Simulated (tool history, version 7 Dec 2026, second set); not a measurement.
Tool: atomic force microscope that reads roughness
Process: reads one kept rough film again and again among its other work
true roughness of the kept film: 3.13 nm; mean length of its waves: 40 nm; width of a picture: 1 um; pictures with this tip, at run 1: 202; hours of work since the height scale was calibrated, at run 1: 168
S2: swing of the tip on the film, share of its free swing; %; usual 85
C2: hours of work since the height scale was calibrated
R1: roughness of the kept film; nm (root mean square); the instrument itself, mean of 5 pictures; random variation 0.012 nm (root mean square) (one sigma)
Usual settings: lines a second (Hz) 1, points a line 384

Run 1, hour 0: usual settings; pictures with this tip 202; C2 168. Result: R1 2.743 nm (root mean square).
Run 2, hour 10.8: usual settings; pictures with this tip 214; C2 173. Result: R1 2.748 nm (root mean square).
Run 3, hour 24: usual settings; pictures with this tip 230; C2 179. Result: R1 2.762 nm (root mean square).
Run 4, hour 36: usual settings; pictures with this tip 243; C2 184. Result: R1 2.775 nm (root mean square).
Run 5, hour 57.6: usual settings but S2 76 %; pictures with this tip 268; C2 194. Result: R1 2.825 nm (root mean square).
Run 6, hour 77.5: usual settings but S2 76 %; pictures with this tip 291; C2 204. Result: R1 2.806 nm (root mean square).
Run 7, hour 91.6: usual settings but S2 76 %; pictures with this tip 308; C2 210. Result: R1 2.815 nm (root mean square).
Run 8, hour 107.6: usual settings but S2 76 %; pictures with this tip 326; C2 217. Result: R1 2.824 nm (root mean square).
Run 9, hour 121.9: usual settings but S2 76 %; pictures with this tip 343; C2 224. Result: R1 2.834 nm (root mean square).
Run 10, hour 143.5: usual settings; pictures with this tip 367; C2 234. Result: R1 2.724 nm (root mean square).
At hour 159.7: new tip fitted.
Run 11, hour 160.5: usual settings; pictures with this tip 1; C2 242. Result: R1 2.759 nm (root mean square).
Run 12, hour 177.2: usual settings; pictures with this tip 20; C2 249. Result: R1 2.765 nm (root mean square).
Run 13, hour 191.3: usual settings; pictures with this tip 36; C2 256. Result: R1 2.764 nm (root mean square).
Run 14, hour 210.8: usual settings; pictures with this tip 58; C2 265. Result: R1 2.746 nm (root mean square).
Run 15, hour 227.2: usual settings; pictures with this tip 77; C2 273. Result: R1 2.788 nm (root mean square).
Run 16, hour 237.1: usual settings; pictures with this tip 89; C2 277. Result: R1 2.77 nm (root mean square).
Run 17, hour 258.6: usual settings; pictures with this tip 114; C2 287. Result: R1 2.767 nm (root mean square).
Run 18, hour 268.7: usual settings but lines a second (Hz) 0.67, points a line 806; pictures with this tip 125; C2 292. Result: R1 2.83 nm (root mean square).
Run 19, hour 289.3: usual settings but lines a second (Hz) 0.67, points a line 806; pictures with this tip 149; C2 301. Result: R1 2.822 nm (root mean square).
Run 20, hour 310.6: usual settings but lines a second (Hz) 3.32, S2 83 %, points a line 806; pictures with this tip 174; C2 311. Result: R1 2.453 nm (root mean square).
Run 21, hour 327.1: usual settings but lines a second (Hz) 1.71, points a line 971; pictures with this tip 193; C2 319. Result: R1 2.647 nm (root mean square).
Run 22, hour 342: usual settings but lines a second (Hz) 1.38, S2 71 %, points a line 781; pictures with this tip 210; C2 326. Result: R1 2.86 nm (root mean square).

The next listed run, before its measurement:
Run 23, hour 359.8: usual settings but lines a second (Hz) 2.5, S2 83 %, points a line 340; pictures with this tip 230; C2 334. Result: R1 ?.

R1: 2.534 nm (root mean square)
Without the tool's hidden state the same run would have given R1 2.537 nm (root mean square).
